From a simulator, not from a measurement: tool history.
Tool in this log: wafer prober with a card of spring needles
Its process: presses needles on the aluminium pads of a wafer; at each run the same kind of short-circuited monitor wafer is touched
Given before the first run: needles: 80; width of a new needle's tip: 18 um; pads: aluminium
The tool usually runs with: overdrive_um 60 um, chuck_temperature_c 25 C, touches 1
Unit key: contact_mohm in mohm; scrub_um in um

run,hour,overdrive_um,chuck_temperature_c,touches,contact_mohm,scrub_um
1,0,60,25,1,214,10.07
# hour 8.8: tips cleaned on abrasive film
# hour 26.2: tips cleaned on abrasive film
# hour 26.5: height of the first contact set anew
# hour 48.3: tips cleaned on abrasive film
# hour 69.8: tips cleaned on abrasive film
2,76.4,60,25,1,215,10.13
# hour 89.5: tips cleaned on abrasive film
# hour 106.9: tips cleaned on abrasive film
# hour 128.7: tips cleaned on abrasive film
# hour 147.6: tips cleaned on abrasive film
3,147.6,60,25,1,210,10.12
# hour 169.3: tips cleaned on abrasive film
# hour 191.1: tips cleaned on abrasive film
# hour 209.5: tips cleaned on abrasive film
4,209.5,60,25,1,215,10.09
# hour 227.1: height of the first contact set anew
# hour 231.6: tips cleaned on abrasive film
# hour 249: tips cleaned on abrasive film
5,251.4,60,25,1,212,10.1
# hour 268.5: tips cleaned on abrasive film
# hour 285.9: tips cleaned on abrasive film
# hour 307.7: tips cleaned on abrasive film
# hour 329.2: tips cleaned on abrasive film
# hour 346.6: tips cleaned on abrasive film
6,347.1,60,25,1,214,10.18
# hour 364.5: tips cleaned on abrasive film
# hour 382: tips cleaned on abrasive film
# hour 403.7: tips cleaned on abrasive film
7,406,60,25,1,213,10.09
# hour 423.4: tips cleaned on abrasive film
# hour 428: height of the first contact set anew
# hour 441.1: tips cleaned on abrasive film
# hour 458.5: tips cleaned on abrasive film
# hour 479.9: tips cleaned on abrasive film
8,479.9,60,25,1,212,10.15
# hour 497.4: tips cleaned on abrasive film
# hour 514.8: tips cleaned on abrasive film
# hour 535.2: tips cleaned on abrasive film
9,535.2,60,25,1,213,10.17
# hour 552.6: tips cleaned on abrasive film
# hour 574.4: tips cleaned on abrasive film
# hour 596.1: tips cleaned on abrasive film
# hour 617.7: tips cleaned on abrasive film
10,622.8,60,25,1,214,10.17
# hour 631.8: height of the first contact set anew
# hour 636.2: tips cleaned on abrasive film
# hour 653.7: tips cleaned on abrasive film
# hour 675.4: tips cleaned on abrasive film
11,682.7,60,25,1,211,10.19
# hour 695.8: tips cleaned on abrasive film
# hour 713.2: tips cleaned on abrasive film
# hour 734.9: tips cleaned on abrasive film
12,738.3,60,25,1,213,10.23
# hour 755.7: tips cleaned on abrasive film
# hour 773.1: tips cleaned on abrasive film
# hour 794.9: tips cleaned on abrasive film
# hour 816.6: tips cleaned on abrasive film
13,826.2,73,25,1,212,12.39
# hour 834.9: tips cleaned on abrasive film
# hour 835.2: height of the first contact set anew
# hour 857: tips cleaned on abrasive film
14,871.6,49,70,2,226,8.29
# hour 876: tips cleaned on abrasive film
# hour 897.8: tips cleaned on abrasive film
# hour 916.1: tips cleaned on abrasive film
15,916.1,59,48,1,217,10.05
# hour 937.8: tips cleaned on abrasive film
# hour 959.4: tips cleaned on abrasive film
# hour 976.8: tips cleaned on abrasive film
# hour 998.4: tips cleaned on abrasive film
16,1009.4,66,77,1,222,11.24
# hour 1018.2: tips cleaned on abrasive film
# hour 1035.6: tips cleaned on abrasive film
# hour 1035.9: height of the first contact set anew
# hour 1057.6: tips cleaned on abrasive film
# hour 1075: tips cleaned on abrasive film
17,1088.3,45,39,1,222,7.66
# hour 1092.7: tips cleaned on abrasive film
# hour 1114.2: tips cleaned on abrasive film
# hour 1135.9: tips cleaned on abrasive film
# hour 1157.7: tips cleaned on abrasive film
18,1159.1,45,25,1,218,7.64
# hour 1176.5: tips cleaned on abrasive film
# hour 1198.3: tips cleaned on abrasive film
19,1207.7,45,25,1,219,7.68
# hour 1216.5: tips cleaned on abrasive film
# hour 1238.2: tips cleaned on abrasive film
# hour 1238.5: height of the first contact set anew
# hour 1260.1: tips cleaned on abrasive film
# hour 1281.8: tips cleaned on abrasive film
20,1282.4,73,25,3,211,12.47
# hour 1299.9: tips cleaned on abrasive film
# hour 1321.6: tips cleaned on abrasive film
# hour 1343.3: tips cleaned on abrasive film
# hour 1355.3: card fitted with new needles
21,1362.3,55,25,2,214,9.36
# hour 1375.1: tips cleaned on abrasive film
# hour 1396.9: tips cleaned on abrasive film
# hour 1418.5: tips cleaned on abrasive film
# hour 1436.8: tips cleaned on abrasive film
22,1436.8,43,35,2,221,7.32
# hour 1458.6: tips cleaned on abrasive film
# hour 1476: tips cleaned on abrasive film
# hour 1497.6: tips cleaned on abrasive film
# hour 1519.3: tips cleaned on abrasive film
23,1528.1,52,44,2,220,8.87
# hour 1536.8: tips cleaned on abrasive film
# hour 1558.3: tips cleaned on abrasive film
# hour 1558.6: height of the first contact set anew
# hour 1580.4: tips cleaned on abrasive film
24,1588.7,42,117,1,247,7.19
# hour 1601.8: tips cleaned on abrasive film
# hour 1619.2: tips cleaned on abrasive film
# hour 1640.7: tips cleaned on abrasive film
# hour 1662.5: tips cleaned on abrasive film
25,1677.2,60,25,2,214,10.3
# hour 1681.7: tips cleaned on abrasive film
# hour 1703.4: tips cleaned on abrasive film
# hour 1725: tips cleaned on abrasive film
# hour 1742.4: tips cleaned on abrasive film
26,1745.3,54,25,2,214,9.28

For some of the steps in scrub_um from one run to the next: how much would appear even if the tool had no hidden state, given the settings, what came in and random variation, and how much remains for the hidden state plus any gauge scatter that the measured result and the result without hidden state don't share?
Hidden conditions of the tool in this case: debris on the tips, nm; way that the needles fall short of the set height, um; tips' diameter, um; drift of the gauge itself on contact_mohm, %; drift of the gauge itself on scrub_um, %.
Run 13 -> 14: overdrive_um 73 -> 49, chuck_temperature_c 25 -> 70, touches 1 -> 2, tips cleaned on abrasive film, height of the first contact set anew, tips cleaned on abrasive film. scrub_um -4.1 um: hidden state -0.03, all else -4.07.
Run 19 -> 20: overdrive_um 45 -> 73, touches 1 -> 3, tips cleaned on abrasive film, tips cleaned on abrasive film, height of the first contact set anew, tips cleaned on abrasive film, tips cleaned on abrasive film. scrub_um +4.79 um: hidden state +0.07, all else +4.72.
Run 24 -> 25: overdrive_um 42 -> 60, chuck_temperature_c 117 -> 25, touches 1 -> 2, tips cleaned on abrasive film, tips cleaned on abrasive film, tips cleaned on abrasive film, tips cleaned on abrasive film. scrub_um +3.11 um: hidden state +0.07, all else +3.04.

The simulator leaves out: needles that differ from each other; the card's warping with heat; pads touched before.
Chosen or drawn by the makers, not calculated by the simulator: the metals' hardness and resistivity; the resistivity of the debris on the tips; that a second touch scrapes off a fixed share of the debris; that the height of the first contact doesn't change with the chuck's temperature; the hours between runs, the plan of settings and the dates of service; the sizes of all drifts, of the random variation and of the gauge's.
